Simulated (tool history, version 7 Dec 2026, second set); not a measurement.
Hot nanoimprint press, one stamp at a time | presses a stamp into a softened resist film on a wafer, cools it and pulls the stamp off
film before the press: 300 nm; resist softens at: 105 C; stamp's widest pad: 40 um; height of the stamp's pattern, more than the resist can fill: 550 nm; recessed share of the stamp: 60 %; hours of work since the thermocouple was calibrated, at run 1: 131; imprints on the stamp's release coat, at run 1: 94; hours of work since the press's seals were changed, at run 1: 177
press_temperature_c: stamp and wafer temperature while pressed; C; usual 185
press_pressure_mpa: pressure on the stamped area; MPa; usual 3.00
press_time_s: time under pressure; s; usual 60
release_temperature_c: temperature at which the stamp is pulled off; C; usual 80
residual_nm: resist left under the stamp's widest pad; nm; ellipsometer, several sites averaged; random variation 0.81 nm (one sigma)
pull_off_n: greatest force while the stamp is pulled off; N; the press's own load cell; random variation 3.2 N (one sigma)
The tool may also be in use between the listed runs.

| run | day | press_temperature_c | press_pressure_mpa | press_time_s | release_temperature_c | hours of work since the thermocouple was calibrated | imprints on the stamp's release coat | hours of work since the press's seals were changed | residual_nm | pull_off_n |
|---|---|---|---|---|---|---|---|---|---|---|
| 1 | 0.000 | 185 | 3.00 | 60 | 80 | 131 | 94 | 177 | 170.3 | 220 |
| 2 | 0.425 | 185 | 3.00 | 60 | 80 | 138 | 126 | 184 | 169.3 | 223 |
| 3 | 0.742 | 185 | 3.00 | 60 | 80 | 144 | 150 | 190 | 169.9 | 225 |
| 4 | 1.146 | 185 | 3.93 | 60 | 80 | 151 | 181 | 197 | 151.0 | 225 |
| 5 | 1.521 | 185 | 3.93 | 60 | 80 | 158 | 210 | 204 | 152.2 | 225 |
| 6 | 1.825 | 185 | 3.93 | 60 | 80 | 163 | 233 | 209 | 151.3 | 231 |
| 7 | 2.075 | 185 | 3.93 | 60 | 80 | 168 | 252 | 214 | 152.3 | 226 |
| 8 | 2.492 | 185 | 3.93 | 60 | 76 | 175 | 284 | 221 | 151.3 | 236 |
| 9 | 2.767 | 185 | 3.00 | 60 | 80 | 180 | 305 | 226 | 171.1 | 224 |
| 10 | 3.004 | 185 | 3.00 | 60 | 80 | 184 | 323 | 230 | 170.7 | 231 |
| 11 | 3.200 | 185 | 3.00 | 60 | 80 | 188 | 338 | 234 | 170.7 | 232 |
| 12 | 3.538 | 185 | 3.00 | 60 | 80 | 194 | 363 | 240 | 169.9 | 232 |
| 13 | 3.842 | 185 | 3.00 | 60 | 80 | 199 | 387 | 245 | 170.7 | 232 |
| 14 | 4.146 | 185 | 3.00 | 60 | 80 | 204 | 410 | 251 | 170.5 | 228 |
| 15 | 4.342 | 180 | 3.00 | 60 | 80 | 208 | 425 | 254 | 189.7 | 239 |
| 16 | 4.704 | 182 | 3.00 | 60 | 80 | 214 | 452 | 261 | 181.7 | 237 |
|  | 4.850 | plate thermocouple calibrated |
| 17 | 5.033 | 185 | 3.00 | 106 | 84 | 3 | 468 | 264 | 141.7 | 231 |
| 18 | 5.300 | 185 | 3.00 | 106 | 84 | 8 | 488 | 269 | 143.3 | 235 |
| 19 | 5.479 | 194 | 2.44 | 52 | 66 | 11 | 502 | 272 | 163.6 | 273 |
| 20 | 5.717 | 186 | 2.44 | 46 | 73 | 15 | 520 | 276 | 198.8 | 250 |
| 21 | 6.125 | 185 | 4.50 | 38 | 80 | 23 | 551 | 284 | 171.9 | 237 |
| 22 | 6.542 | 193 | 3.00 | 34 | 80 | 30 | 583 | 291 | 175.0 | 241 |
|  | 6.767 | plate thermocouple calibrated, once more |
| 23 | 7.054 | 185 | 2.60 | 59 | 80 | 5 | 612 | 298 | 178.7 | 247 |
| 24 | 7.292 | 194 | 3.00 | 60 | 80 | 9 | 630 | 302 | 138.2 | 249 |
| 25 | 7.538 | 185 | 3.00 | 45 | 76 | 14 | 649 | 307 | 182.3 | 248 |
| 26 | 7.721 | 185 | 3.00 | 45 | 76 | 17 | 663 | 310 | 182.3 | 249 |
| 27 | 8.025 | 185 | 3.00 | 45 | 76 | 22 | 686 | 315 | 184.1 | 260 |
| 28 | 8.221 | 190 | 3.00 | 60 | 80 | 26 | 701 | 319 | 149.8 | 244 |
| 29 | 8.475 | 190 | 3.00 | 60 | 80 | 30 | 721 | 323 | 150.3 | 252 |
| 30 | 8.867 | 190 | 3.00 | 60 | 83 | 37 | 751 | 330 | 151.2 | 236 |

Forecast each of these 4 alternatives for the next run:
| A | 9.271 | 180 | 3.00 | 60 | 80 | 45 | 781 | 338 | ? | ? |
| B | 9.271 | 184 | 3.00 | 60 | 66 | 45 | 781 | 338 | ? | ? |
| C | 9.271 | 194 | 3.04 | 33 | 80 | 45 | 781 | 338 | ? | ? |
| D | 9.271 | 190 | 2.49 | 32 | 88 | 45 | 781 | 338 | ? | ? |

| run | residual_nm | pull_off_n |
|---|---|---|
| A | 187.5 | 250 |
| B | 171.3 | 285 |
| C | 169.1 | 243 |
| D | 197.5 | 229 |
Without the tool's hidden state the same runs would have given:
| run | residual_nm | pull_off_n |
|---|---|---|
| A | 184.9 | 216 |
| B | 168.8 | 246 |
| C | 166.6 | 210 |
| D | 195.4 | 198 |
